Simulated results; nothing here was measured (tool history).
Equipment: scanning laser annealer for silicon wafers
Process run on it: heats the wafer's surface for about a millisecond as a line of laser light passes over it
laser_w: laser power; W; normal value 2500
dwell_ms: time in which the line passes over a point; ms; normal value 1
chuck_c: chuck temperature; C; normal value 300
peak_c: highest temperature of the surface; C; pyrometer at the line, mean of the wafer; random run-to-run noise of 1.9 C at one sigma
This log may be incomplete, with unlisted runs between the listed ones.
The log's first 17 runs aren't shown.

run    hour  laser_w  dwell_ms  chuck_c  peak_c
 18  1337.3     2393         1      300    1071
 19  1436.5     2200         1      300    1003
 20  1514.5     2163         1      300     985
     1614.2  -- window over the wafer cleaned
 21  1614.2     2163         1      300     997
 22  1676.2     2163      0.81      320     943
 23    1740     2224      1.03      270     997
 24  1803.8     2148      0.84      268     898
 25  1850.8     2336      1.23      263    1097
 26  1920.9     2336      1.23      263    1097
     1978.9  -- optics aligned, line set to its width
 27  1991.8     2300      0.79      265     920
 28  2078.7     2236      1.02      300    1023
 29  2180.1     2404      1.02      268    1046
 30  2239.9     2404      1.02      268    1041
       2249  -- window over the wafer cleaned
 31  2340.8     2404      0.88      268     997
 32  2438.3     2404      0.88      268     993
 33  2533.4     2187      0.83      300     938
 34  2622.7     2187      0.83      300     935
 35  2721.3     2187      0.83      300     931
 36  2787.3     2330      0.78      300     952
 37  2867.7     2699      0.85      290    1083
     2879.1  -- window over the wafer cleaned
 38  2937.8     2218         1      300    1014
 39  3038.7     2500      0.79      301    1019
 40  3115.1     2495      0.77      317    1023

3 ways to go on from here, each from the tool as it stands after run 40. What would each give?
  A  3191.5     2495      0.77      295       ?
  B  3191.5     2710      0.77      324       ?
  C  3191.5     2495      0.77      294       ?

run  peak_c
  A     998
  B    1088
  C     995
Had the tool no hidden state, the same runs would have come out as:
run  peak_c
  A    1016
  B    1108
  C    1013
